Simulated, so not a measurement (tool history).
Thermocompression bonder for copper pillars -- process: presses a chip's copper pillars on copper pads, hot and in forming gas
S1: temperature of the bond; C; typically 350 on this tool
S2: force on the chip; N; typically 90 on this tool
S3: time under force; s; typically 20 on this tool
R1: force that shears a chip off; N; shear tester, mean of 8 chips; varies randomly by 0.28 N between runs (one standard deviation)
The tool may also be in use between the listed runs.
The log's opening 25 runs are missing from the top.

run,day,S1,S2,S3,R1
26,67.621,350,130,12,65.1
27,70.108,332,105,12,52
28,72.092,360,61,38,71.7
29,74.388,350,56,20,53.6
30,78.171,350,71,20,59.1
31,80.542,327,87,12,44.8
32,82.362,324,89,13,45.1
# day 84.083: forming gas filter changed
33,85.204,324,89,13,47
34,88.567,353,67,11,49.9
35,92.021,353,67,11,49.8
36,93.771,345,69,11,46.8
37,96.262,374,79,14,66
# day 98.183: force cell calibrated
38,99.329,374,79,14,67.1

5 options for the next run, each taken on its own from the tool as it stands now. Forecast them:
A,101.908,374,96,14,?
B,101.908,373,118,25,?
C,101.908,350,90,10,?
D,101.908,356,79,24,?
E,101.908,326,79,14,?

run,R1
A,71.1
B,82.3
C,54.1
D,68.3
E,47.1
Take away the tool's hidden state, keep each run's random variation, and the runs would have read:
run,R1
A,70.2
B,82.7
C,52.2
D,67
E,44.8
